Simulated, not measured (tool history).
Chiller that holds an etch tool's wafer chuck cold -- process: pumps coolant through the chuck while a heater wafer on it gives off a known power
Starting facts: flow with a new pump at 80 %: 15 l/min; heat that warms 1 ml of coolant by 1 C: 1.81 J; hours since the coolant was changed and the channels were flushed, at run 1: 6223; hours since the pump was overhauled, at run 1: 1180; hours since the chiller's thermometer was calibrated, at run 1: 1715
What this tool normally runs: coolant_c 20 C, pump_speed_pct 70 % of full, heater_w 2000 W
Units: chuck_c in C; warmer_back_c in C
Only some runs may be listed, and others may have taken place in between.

run	hour	coolant_c	pump_speed_pct	heater_w	hours since the coolant was changed and the channels were flushed	hours since the pump was overhauled	hours since the chiller's thermometer was calibrated	chuck_c	warmer_back_c
1	0	20	70	2000	6223	1180	1715	33.9	5.13
2	220.3	20	70	2000	6443	1401	1936	33.8	5.16
3	412.9	20	70	2000	6635	1593	2128	33.7	5.14
4	552.6	20	70	2000	6775	1733	2268	33.7	5.14
# hour 667.1: chiller's thermometer calibrated
5	698.1	20	70	2000	6920	1878	31	33.7	5.16
6	894.4	20	70	2000	7116	2074	227	33.9	5.17
7	1093.4	20	88	2000	7315	2273	426	31.7	4.11
8	1186.1	26	70	2000	7408	2365	519	39.8	5.27
9	1360.7	20	70	2000	7582	2540	694	33.9	5.22
10	1542.4	20	70	2000	7764	2722	875	33.6	5.22
11	1663.2	20	70	1012	7885	2843	996	27	2.69
12	1762.4	20	70	1012	7984	2942	1095	27	2.72
13	1860.8	20	70	1918	8082	3040	1194	33.2	5.06
14	1988.3	20	70	1918	8210	3168	1321	33.1	5.06
15	2144.7	20	70	1918	8366	3324	1478	33.4	5.03
16	2354.5	20	70	1918	8576	3534	1687	33.4	5.04
17	2471	27	77	1918	8693	3650	1804	39.3	4.57
18	2564.9	13	99	2000	8786	3744	1898	23.6	3.65
19	2686.1	13	82	1808	8908	3865	2019	24.2	4.06
20	2841.7	13	82	1808	9063	4021	2175	24	4.11
21	3014.5	13	82	1808	9236	4194	2347	24.2	4.11
# hour 3050.4: chiller's thermometer calibrated
22	3155.6	24	82	1042	9376	4334	105	30.4	2.44
23	3250.2	24	63	1042	9471	4429	200	31.7	3.18
24	3380.9	13	63	1058	9601	4559	331	20.9	3.29
25	3599.4	30	76	2000	9820	4778	549	43.2	4.9
26	3714.4	30	76	2000	9935	4893	664	42.9	4.87
27	3822.3	10	90	2234	10043	5001	772	22.9	4.55
28	4041.9	21	64	2000	10262	5220	991	35.8	5.92
29	4156.6	21	64	1601	10377	5335	1106	32.7	4.83
# hour 4246.8: coolant changed, channels flushed
30	4378.9	12	92	1601	132	5551	1323	20.9	3.32
31	4494.5	20	60	2000	248	5667	1438	35.4	6.3

Branching from run 31: 3 alternative next runs. What would each branch give?
A	4597.8	25	60	2847	351	5770	1541	?	?
B	4597.8	12	87	1004	351	5770	1541	?	?
C	4597.8	20	60	2640	351	5770	1541	?	?

run	chuck_c	warmer_back_c
A	47.1	9
B	17.9	2.3
C	40.3	8.29
Without the tool's unlogged condition, the same runs would have read:
run	chuck_c	warmer_back_c
A	47.1	8.7
B	17.9	2.01
C	40.3	7.98
